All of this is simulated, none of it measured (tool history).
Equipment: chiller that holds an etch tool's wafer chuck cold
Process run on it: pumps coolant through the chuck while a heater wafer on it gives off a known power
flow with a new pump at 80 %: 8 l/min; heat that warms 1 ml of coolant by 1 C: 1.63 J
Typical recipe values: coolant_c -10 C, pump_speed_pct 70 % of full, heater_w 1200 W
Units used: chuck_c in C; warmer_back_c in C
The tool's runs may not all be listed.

run    hour  coolant_c  pump_speed_pct  heater_w  chuck_c  warmer_back_c
  1       0        -10              70      1200     2.75           6.29
  2    24.6        -10              70       685    -2.64           3.54
  3    49.6        -10              70       685    -2.68           3.55
  4    84.6        -10              70       888    -0.57            4.6
  5   125.5        -10              67      1200     3.17            6.5
  6   177.2        -16              67      1200     -2.8           6.46
  7   217.9        -16              67      1200    -2.77           6.45
  8   257.9        -16              67      1200    -2.87           6.44
  9   308.1        -16              67      1200    -2.94           6.41
 10   357.2        -10              70       609    -3.48           2.95
 11   412.1        -10              70      1200     2.84           5.99
 12   460.9        -10              70      1200     2.88           6.01
 13   508.1        -10              70      1200     2.66           5.91
 14   541.7        -10              70      1200     2.67           5.97
      570.1  -- gauge calibrated
 15   577.6        -10              79      1200     1.75           5.57
 16   619.8        -10              70      1200     2.67           6.28
 17   651.1        -10              70      1200     2.81           6.33
 18   698.1        -10              70      1200     2.84           6.22
 19   735.9         -6              70      1393     8.82           7.21
 20   775.7         -6              70      1393     8.78           7.14
 21     831         -6              86      1393     7.02           5.75
 22   875.1         -6              86      1393     7.07           5.75
 23   931.8         -7              88      1212     4.22           4.85
 24   973.1         -2              70      1200    10.61           6.04
 25  1024.6        -10              70      1699     8.15           8.63
 26  1079.6        -10              80      1200     1.95           5.25
 27  1133.4        -10              80       729    -2.78           3.01
 28    1160        -10              80       729    -2.79           3.04
 29  1214.2        -17              89      1200    -6.13           4.63
     1228.4  -- gauge calibrated
 30  1248.2        -17              89      1200    -6.06           4.99
 31  1285.8         -4              70       803     4.66           4.11
 32  1318.6         -4              70       803     4.55           4.11
     1365.5  -- coolant changed, channels flushed
     1366.5  -- chiller's thermometer calibrated
 33  1380.3        -10              70      1305     3.74            6.7

Here are 3 independent what-if runs from the current tool condition. What would each one return?
  A  1425.1        -10              87      1200        ?              ?
  B  1425.1         -9              90      1322        ?              ?
  C  1425.1        -11              93      1295        ?              ?

run  chuck_c  warmer_back_c
  A     1.17           5.01
  B     2.89           5.32
  C     0.39              5
Without the tool's unlogged condition, the same runs would have read:
run  chuck_c  warmer_back_c
  A     1.17           5.12
  B     2.89           5.42
  C     0.38            5.1
